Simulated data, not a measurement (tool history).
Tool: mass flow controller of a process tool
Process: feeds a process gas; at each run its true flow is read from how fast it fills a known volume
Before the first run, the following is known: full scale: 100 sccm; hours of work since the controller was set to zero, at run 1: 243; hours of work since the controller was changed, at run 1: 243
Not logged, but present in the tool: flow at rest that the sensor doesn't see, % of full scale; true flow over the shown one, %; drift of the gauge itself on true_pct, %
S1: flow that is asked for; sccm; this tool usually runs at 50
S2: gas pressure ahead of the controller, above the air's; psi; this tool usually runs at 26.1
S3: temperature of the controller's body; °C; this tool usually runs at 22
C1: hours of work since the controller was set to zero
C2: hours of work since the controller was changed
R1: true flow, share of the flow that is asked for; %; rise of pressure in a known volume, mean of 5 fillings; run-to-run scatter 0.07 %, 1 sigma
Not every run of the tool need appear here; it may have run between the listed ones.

run	day	S1	S2	S3	C1	C2	R1
1	0.000	50	26.1	22	243	243	98.76
2	3.946	50	37.7	22	273	273	98.26
3	7.842	50	37.7	22	303	303	98.39
4	10.429	50	37.7	22	323	323	98.46
5	13.971	50	26.8	22	349	349	98.63
6	16.146	50	26.8	22	366	366	98.60
7	19.188	50	26.8	22	389	389	98.72
8	21.592	50	26.8	22	407	407	98.68
9	23.438	50	34.8	22	421	421	98.36
10	25.867	50	26.1	22	440	440	98.75
11	28.683	43	26.1	22	461	461	98.37
12	31.575	43	26.1	22	483	483	98.35
13	33.933	32	26.1	22	501	501	98.00
14	37.517	32	26.1	22	528	528	98.10
15	41.317	32	26.1	22	557	557	98.02
16	44.612	50	26.1	22	582	582	98.61
17	47.983	50	27.3	22	607	607	98.69
18	50.179	50	26.1	21	624	624	98.47
19	53.604	50	26.1	21	650	650	98.55
20	55.888	50	26.1	22	667	667	98.62
21	58.404	10	26.1	22	686	686	96.75
22	62.542	10	26.1	22	718	718	96.70
23	64.938	10	26.1	22	736	736	96.64
24	68.067	10	26.1	22	760	760	96.69
25	71.729	10	26.1	22	787	787	96.58
26	73.925	36	28.7	36	804	804	99.11
27	76.588	37	21.9	39	824	824	99.41
28	78.888	50	39.5	22	842	842	98.33
29	82.071	18	39.5	22	866	866	96.89
30	85.492	12	35.7	40	892	892	97.74
31	88.996	53	22.2	28	918	918	99.35
32	92.617	69	37.9	24	946	946	99.22
33	95.888	53	26.1	29	971	971	99.32
34	98.133	53	26.1	29	988	988	99.11
35	99.996	53	26.1	29	1002	1002	99.35
36	102.533	13	21.9	20	1021	1021	96.59
37	106.588	13	36.3	39	1052	1052	97.69
38	110.471	61	20.3	22	1081	1081	99.20
39	112.683	11	21.0	28	1098	1098	96.92
40	116.538	11	21.0	28	1127	1127	96.80
41	119.583	11	28.9	20	1150	1150	96.18
42	122.579	50	35.4	22	1173	1173	98.49
43	125.512	50	26.1	37	1195	1195	99.77
44	129.225	50	26.1	37	1224	1224	99.60
45	131.371	22	22.5	21	1240	1240	97.40
46	133.300	22	23.6	32	1254	1254	98.23
47	136.058	72	26.1	37	1275	1275	100.23
48	139.496	72	26.1	37	1301	1301	100.47
49	142.333	50	40.3	22	1323	1323	98.39

Here are 3 independent what-if runs from the current tool condition. What would each one return?
A	145.196	50	26.5	37	1345	1345	?
B	145.196	38	21.5	35	1345	1345	?
C	145.196	13	33.5	21	1345	1345	?

run	R1
A	99.67
B	99.25
C	96.18
With no hidden state in the tool, these same runs would have given:
run	R1
A	99.47
B	99.18
C	97.15
